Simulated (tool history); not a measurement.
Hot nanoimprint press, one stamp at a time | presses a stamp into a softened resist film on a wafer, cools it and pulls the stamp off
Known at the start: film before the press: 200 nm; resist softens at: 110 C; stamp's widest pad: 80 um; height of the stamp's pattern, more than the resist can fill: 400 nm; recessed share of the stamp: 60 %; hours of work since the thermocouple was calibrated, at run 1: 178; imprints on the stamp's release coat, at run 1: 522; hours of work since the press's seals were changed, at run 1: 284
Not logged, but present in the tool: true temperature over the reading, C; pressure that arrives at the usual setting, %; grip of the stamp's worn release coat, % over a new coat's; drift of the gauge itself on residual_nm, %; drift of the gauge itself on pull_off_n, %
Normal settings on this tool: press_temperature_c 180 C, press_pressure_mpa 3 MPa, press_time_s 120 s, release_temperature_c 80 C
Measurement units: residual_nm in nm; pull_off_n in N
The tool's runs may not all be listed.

run   hour  press_temperature_c  press_pressure_mpa  press_time_s  release_temperature_c  hours of work since the thermocouple was calibrated  imprints on the stamp's release coat  hours of work since the press's seals were changed  residual_nm  pull_off_n
  1      0                  180                   3           120                     80                                                  178                                   522                                                 284        106.9         212
  2     51                  180                   3           120                     80                                                  210                                   760                                                 317          107         216
     118.6  -- stamp cleaned and given a new release coat
  3  120.3                  180                   3           120                     80                                                  250                                     8                                                 357          107         212
  4  176.6                  180                   3           120                     80                                                  286                                   271                                                 393        106.9         218
     204.5  -- plate thermocouple calibrated
  5  230.1                  180                   3           120                     80                                                   16                                   508                                                 425        107.7         224
  6  281.8                  180                   3           120                     80                                                   49                                   750                                                 458        107.1         216
  7  335.5                  180                3.02           120                     66                                                   83                                  1001                                                 492        107.1         247
     352.4  -- stamp cleaned and given a new release coat
  8  390.2                  175                2.77            87                     84                                                  115                                   177                                                 523        138.7         211
  9  444.4                  175                2.21           120                     80                                                  149                                   430                                                 558        138.9         215
 10  487.1                  172                3.65            67                     74                                                  176                                   630                                                 585        143.8         224
 11  558.6                  172                3.65            67                     74                                                  222                                   965                                                 630        143.9         220
     586.8  -- stamp cleaned and given a new release coat
 12  635.3                  174                2.42           120                     82                                                  267                                   227                                                 675        138.1         209

Each row is a separate what-if for the run after 12, all from the same tool condition, not one after another. Results?
       692  -- plate thermocouple calibrated
  A  700.8                  172                 2.2           167                     80                                                    6                                   520                                                 715            ?           ?
       692  -- plate thermocouple calibrated
  B  700.8                  180                2.06           120                     80                                                    6                                   520                                                 715            ?           ?
       692  -- plate thermocouple calibrated
  C  700.8                  174                2.51           120                     82                                                    6                                   520                                                 715            ?           ?
       692  -- plate thermocouple calibrated
  D  700.8                  174                2.36           120                     73                                                    6                                   520                                                 715            ?           ?
       692  -- plate thermocouple calibrated
  E  700.8                  169                2.42           227                     80                                                    6                                   520                                                 715            ?           ?

run  residual_nm  pull_off_n
  A        138.8         209
  B        126.3         208
  C        135.9         219
  D        139.3         231
  E        134.2         219
The same runs, with their run-to-run variation unchanged, on a tool lacking any hidden condition would have given:
run  residual_nm  pull_off_n
  A        138.8         208
  B        126.2         208
  C        135.9         218
  D        139.2         230
  E        134.1         218
